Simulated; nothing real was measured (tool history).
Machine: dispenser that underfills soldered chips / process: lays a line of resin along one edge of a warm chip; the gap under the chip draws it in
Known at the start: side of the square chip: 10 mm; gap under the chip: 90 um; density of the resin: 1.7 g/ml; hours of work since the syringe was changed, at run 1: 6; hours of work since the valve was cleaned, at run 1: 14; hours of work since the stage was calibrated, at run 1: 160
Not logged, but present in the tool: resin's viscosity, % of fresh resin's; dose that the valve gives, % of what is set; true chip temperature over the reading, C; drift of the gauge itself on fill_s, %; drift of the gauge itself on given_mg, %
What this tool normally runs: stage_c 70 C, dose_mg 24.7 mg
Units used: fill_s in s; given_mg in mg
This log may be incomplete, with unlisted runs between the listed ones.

run,hour,stage_c,dose_mg,hours of work since the syringe was changed,hours of work since the valve was cleaned,hours of work since the stage was calibrated,fill_s,given_mg
1,0.0,70,24.7,6,14,160,51.9,24.59
# hour 3.8: new syringe of resin
2,6.9,70,24.7,2,19,165,42.4,24.24
3,15.0,66,24.7,8,25,170,73.6,24.37
# hour 15.9: new syringe of resin
4,22.1,66,24.7,4,29,175,57.3,24.29
# hour 27.8: new syringe of resin
5,30.3,66,24.7,2,35,181,47.6,24.18
6,35.6,70,29.9,6,39,185,52.2,28.90
# hour 40.1: new syringe of resin
7,42.2,70,24.7,1,43,189,39.9,23.80
8,50.3,57,24.7,7,49,195,103.9,23.67
# hour 52.3: new syringe of resin
9,58.1,70,24.7,4,54,200,47.4,23.67
# hour 61.0: dispensing valve cleaned and set on the balance
10,64.8,70,24.7,8,3,204,61.6,24.74
# hour 65.5: new syringe of resin
11,68.6,70,24.7,2,5,207,41.6,24.75
12,73.9,68,24.7,6,9,211,58.2,24.60
# hour 77.9: new syringe of resin
13,80.1,68,24.7,2,13,215,43.8,24.55
14,85.1,68,24.7,5,17,218,56.2,24.53
# hour 89.9: new syringe of resin
15,90.0,68,24.7,0,20,222,38.0,24.54
16,96.2,68,24.7,4,24,226,51.5,24.29
17,101.0,68,24.7,8,28,230,64.6,24.08
# hour 102.0: new syringe of resin
18,105.2,68,24.7,2,31,232,44.4,24.09
19,112.8,62,29.6,8,36,238,83.6,28.90
# hour 114.4: new syringe of resin
20,120.0,62,29.6,4,41,243,65.2,28.67
# hour 126.6: new syringe of resin
21,127.0,73,24.0,0,46,247,32.7,23.16
22,134.2,73,24.0,5,51,253,46.8,23.09
# hour 138.6: new syringe of resin
# hour 142.9: dispensing valve cleaned and set on the balance
23,143.5,76,30.6,3,0,258,33.3,30.51
24,150.5,65,24.7,8,5,263,71.8,24.60
# hour 152.1: new syringe of resin
25,157.8,76,31.0,4,10,268,36.1,30.75
# hour 164.2: new syringe of resin
26,164.2,70,29.6,0,15,273,35.8,29.14
27,168.1,56,29.6,3,18,275,81.4,29.05
28,171.9,72,31.9,5,20,278,47.5,31.23
# hour 176.4: new syringe of resin
29,179.6,72,31.9,2,26,283,36.9,31.09
30,187.3,71,31.3,8,31,289,55.0,30.62
# hour 188.5: new syringe of resin
31,193.6,68,24.7,4,35,293,50.7,23.83
32,197.3,68,26.3,6,38,296,58.7,25.22
# hour 200.5: new syringe of resin
33,203.3,68,26.3,2,42,300,44.7,25.42
34,209.9,78,23.5,7,47,304,40.1,22.46
# hour 212.8: new syringe of resin
35,214.9,78,23.5,2,50,308,28.2,22.27

Take each entry between the runs: how does the hidden state at the last listed run before it differ from the hidden state at the first listed run after it?
In the gap between runs 1 and 2: new syringe of resin (hour 3.8)
  resin's viscosity, % of fresh resin's: 143.6 -> 115.8; dose that the valve gives, % of what is set: 98.96 -> 98.52; true chip temperature over the reading, C: 0.49 -> 0.5
  measured result minus the result with no hidden state, fill_s: +15.1 -> +5.1 s; given_mg: -0.26 -> -0.36 mg
In the gap between runs 3 and 4: new syringe of resin (hour 15.9)
  resin's viscosity, % of fresh resin's: 167.7 -> 131.4; dose that the valve gives, % of what is set: 98 -> 97.57; true chip temperature over the reading, C: 0.52 -> 0.53
  measured result minus the result with no hidden state, fill_s: +28.8 -> +12.6 s; given_mg: -0.50 -> -0.61 mg
In the gap between runs 4 and 5: new syringe of resin (hour 27.8)
  resin's viscosity, % of fresh resin's: 131.4 -> 111.9; dose that the valve gives, % of what is set: 97.57 -> 97.04; true chip temperature over the reading, C: 0.53 -> 0.55
  measured result minus the result with no hidden state, fill_s: +12.6 -> +4.2 s; given_mg: -0.61 -> -0.74 mg
In the gap between runs 6 and 7: new syringe of resin (hour 40.1)
  resin's viscosity, % of fresh resin's: 142.5 -> 110.9; dose that the valve gives, % of what is set: 96.71 -> 96.31; true chip temperature over the reading, C: 0.56 -> 0.57
  measured result minus the result with no hidden state, fill_s: +14.6 -> +3.2 s; given_mg: -0.98 -> -0.91 mg
In the gap between runs 8 and 9: new syringe of resin (hour 52.3)
  resin's viscosity, % of fresh resin's: 160.5 -> 129.7; dose that the valve gives, % of what is set: 95.83 -> 95.33; true chip temperature over the reading, C: 0.59 -> 0.61
  measured result minus the result with no hidden state, fill_s: +37.6 -> +10.1 s; given_mg: -1.03 -> -1.16 mg
In the gap between runs 9 and 10: dispensing valve cleaned and set on the balance (hour 61.0)
  resin's viscosity, % of fresh resin's: 129.7 -> 168.2; dose that the valve gives, % of what is set: 95.33 -> 100.31; true chip temperature over the reading, C: 0.61 -> 0.62
  measured result minus the result with no hidden state, fill_s: +10.1 -> +23.9 s; given_mg: -1.16 -> +0.08 mg
In the gap between runs 10 and 11: new syringe of resin (hour 65.5)
  resin's viscosity, % of fresh resin's: 168.2 -> 115.4; dose that the valve gives, % of what is set: 100.31 -> 100.07; true chip temperature over the reading, C: 0.62 -> 0.63
  measured result minus the result with no hidden state, fill_s: +23.9 -> +4.5 s; given_mg: +0.08 -> +0.02 mg
In the gap between runs 12 and 13: new syringe of resin (hour 77.9)
  resin's viscosity, % of fresh resin's: 146.5 -> 111.8; dose that the valve gives, % of what is set: 99.75 -> 99.37; true chip temperature over the reading, C: 0.64 -> 0.65
  measured result minus the result with no hidden state, fill_s: +17.4 -> +3.6 s; given_mg: -0.06 -> -0.16 mg
In the gap between runs 14 and 15: new syringe of resin (hour 89.9)
  resin's viscosity, % of fresh resin's: 140.5 -> 98.5; dose that the valve gives, % of what is set: 99.05 -> 98.76; true chip temperature over the reading, C: 0.66 -> 0.67
  measured result minus the result with no hidden state, fill_s: +15.2 -> -1.7 s; given_mg: -0.24 -> -0.30 mg
In the gap between runs 17 and 18: new syringe of resin (hour 102.0)
  resin's viscosity, % of fresh resin's: 162.5 -> 114.2; dose that the valve gives, % of what is set: 98.07 -> 97.81; true chip temperature over the reading, C: 0.69 -> 0.7
  measured result minus the result with no hidden state, fill_s: +23.7 -> +4.4 s; given_mg: -0.47 -> -0.54 mg
In the gap between runs 19 and 20: new syringe of resin (hour 114.4)
  resin's viscosity, % of fresh resin's: 161.2 -> 129.7; dose that the valve gives, % of what is set: 97.33 -> 96.89; true chip temperature over the reading, C: 0.71 -> 0.73
  measured result minus the result with no hidden state, fill_s: +30.2 -> +13.3 s; given_mg: -0.79 -> -0.91 mg
In the gap between runs 20 and 21: new syringe of resin (hour 126.6)
  resin's viscosity, % of fresh resin's: 129.7 -> 102.5; dose that the valve gives, % of what is set: 96.89 -> 96.45; true chip temperature over the reading, C: 0.73 -> 0.74
  measured result minus the result with no hidden state, fill_s: +13.3 -> -0.1 s; given_mg: -0.91 -> -0.85 mg
In the gap between runs 22 and 23: new syringe of resin (hour 138.6); dispensing valve cleaned and set on the balance (hour 142.9)
  resin's viscosity, % of fresh resin's: 142.5 -> 118.6; dose that the valve gives, % of what is set: 95.99 -> 99.81; true chip temperature over the reading, C: 0.76 -> 0.78
  measured result minus the result with no hidden state, fill_s: +12.9 -> +4.3 s; given_mg: -0.97 -> -0.05 mg
In the gap between runs 24 and 25: new syringe of resin (hour 152.1)
  resin's viscosity, % of fresh resin's: 162.8 -> 129; dose that the valve gives, % of what is set: 99.37 -> 98.9; true chip temperature over the reading, C: 0.79 -> 0.8
  measured result minus the result with no hidden state, fill_s: +26.1 -> +7.2 s; given_mg: -0.16 -> -0.34 mg
In the gap between runs 25 and 26: new syringe of resin (hour 164.2)
  resin's viscosity, % of fresh resin's: 129 -> 101.1; dose that the valve gives, % of what is set: 98.9 -> 98.54; true chip temperature over the reading, C: 0.8 -> 0.82
  measured result minus the result with no hidden state, fill_s: +7.2 -> -0.9 s; given_mg: -0.34 -> -0.43 mg
In the gap between runs 28 and 29: new syringe of resin (hour 176.4)
  resin's viscosity, % of fresh resin's: 143.4 -> 114.5; dose that the valve gives, % of what is set: 98.06 -> 97.56; true chip temperature over the reading, C: 0.83 -> 0.85
  measured result minus the result with no hidden state, fill_s: +13.2 -> +3.6 s; given_mg: -0.62 -> -0.77 mg
In the gap between runs 30 and 31: new syringe of resin (hour 188.5)
  resin's viscosity, % of fresh resin's: 162.1 -> 126.9; dose that the valve gives, % of what is set: 97.08 -> 96.7; true chip temperature over the reading, C: 0.86 -> 0.88
  measured result minus the result with no hidden state, fill_s: +19.9 -> +9.3 s; given_mg: -0.92 -> -0.81 mg
In the gap between runs 32 and 33: new syringe of resin (hour 200.5)
  resin's viscosity, % of fresh resin's: 150.2 -> 114; dose that the valve gives, % of what is set: 96.46 -> 96.07; true chip temperature over the reading, C: 0.88 -> 0.9
  measured result minus the result with no hidden state, fill_s: +18.2 -> +4.1 s; given_mg: -0.92 -> -1.04 mg
In the gap between runs 34 and 35: new syringe of resin (hour 212.8)
  resin's viscosity, % of fresh resin's: 154 -> 110; dose that the valve gives, % of what is set: 95.64 -> 95.3; true chip temperature over the reading, C: 0.91 -> 0.92
  measured result minus the result with no hidden state, fill_s: +13.3 -> +1.8 s; given_mg: -1.02 -> -1.10 mg
